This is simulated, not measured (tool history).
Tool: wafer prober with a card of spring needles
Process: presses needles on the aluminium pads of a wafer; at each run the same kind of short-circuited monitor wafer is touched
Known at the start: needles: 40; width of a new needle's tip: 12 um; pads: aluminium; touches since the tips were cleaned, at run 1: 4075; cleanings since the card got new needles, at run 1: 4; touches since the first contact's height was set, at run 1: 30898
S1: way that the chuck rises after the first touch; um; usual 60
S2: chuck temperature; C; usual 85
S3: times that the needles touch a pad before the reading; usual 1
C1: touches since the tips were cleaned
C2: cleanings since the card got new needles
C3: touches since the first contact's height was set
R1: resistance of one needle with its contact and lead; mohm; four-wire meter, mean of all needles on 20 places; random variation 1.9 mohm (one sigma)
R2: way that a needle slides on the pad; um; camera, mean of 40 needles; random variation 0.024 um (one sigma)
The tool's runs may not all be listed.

run	day	S1	S2	S3	C1	C2	C3	R1	R2
1	0	60	85	1	4075	4	30898	207	13.25
# day 0.425: tips cleaned on abrasive film
2	0.525	60	85	1	474	5	33348	204	13.18
3	1.038	60	56	1	2888	5	35762	201	13.17
4	1.588	60	85	1	5480	5	38354	207	13.16
# day 1.704: tips cleaned on abrasive film
5	2.033	60	85	1	1542	6	40421	206	13.18
6	2.542	60	85	1	3939	6	42818	205	13.14
# day 2.958: tips cleaned on abrasive film
7	3.058	60	85	1	461	7	45226	206	13.13
8	3.55	60	85	1	2775	7	47540	203	13.1
9	4.171	60	85	1	5709	7	50474	206	13.07
# day 4.212: tips cleaned on abrasive film
10	4.646	60	85	1	2048	8	52692	205	13.06
11	5.417	60	85	1	5666	8	56310	204	13.01
# day 5.483: tips cleaned on abrasive film
12	6.017	60	85	1	2512	9	59121	203	12.97
# day 6.729: tips cleaned on abrasive film
13	6.746	60	85	1	80	10	62536	206	13
14	7.254	60	85	1	2461	10	64917	204	12.96
15	7.842	60	85	2	5243	10	67699	206	12.9
# day 8.012: tips cleaned on abrasive film
# day 8.271: gauge calibrated
16	8.417	60	85	2	1916	11	70387	206	13.25
17	9.042	60	85	1	4841	11	73312	203	13.24
# day 9.308: tips cleaned on abrasive film
18	9.604	60	85	1	1381	12	75943	207	13.24
19	10.358	60	85	1	4945	12	79507	206	13.12
# day 10.588: tips cleaned on abrasive film
20	11.112	60	85	1	2465	13	83032	207	13.15
21	11.458	60	50	3	4098	13	84665	199	13.08
# day 11.846: tips cleaned on abrasive film
22	11.942	60	50	3	436	14	86907	200	13.1
23	12.262	60	50	3	1960	14	88431	200	13.1
24	12.712	60	50	3	4067	14	90538	199	13.11

Forecast run 25:
# day 13.142: tips cleaned on abrasive film
25	13.392	42	50	3	1185	15	93724	?	?

{"run 25": {"R1": 202, "R2": 9.12}}
Without the tool's hidden state the same run would have given R1 202 mohm, R2 9.26 um.
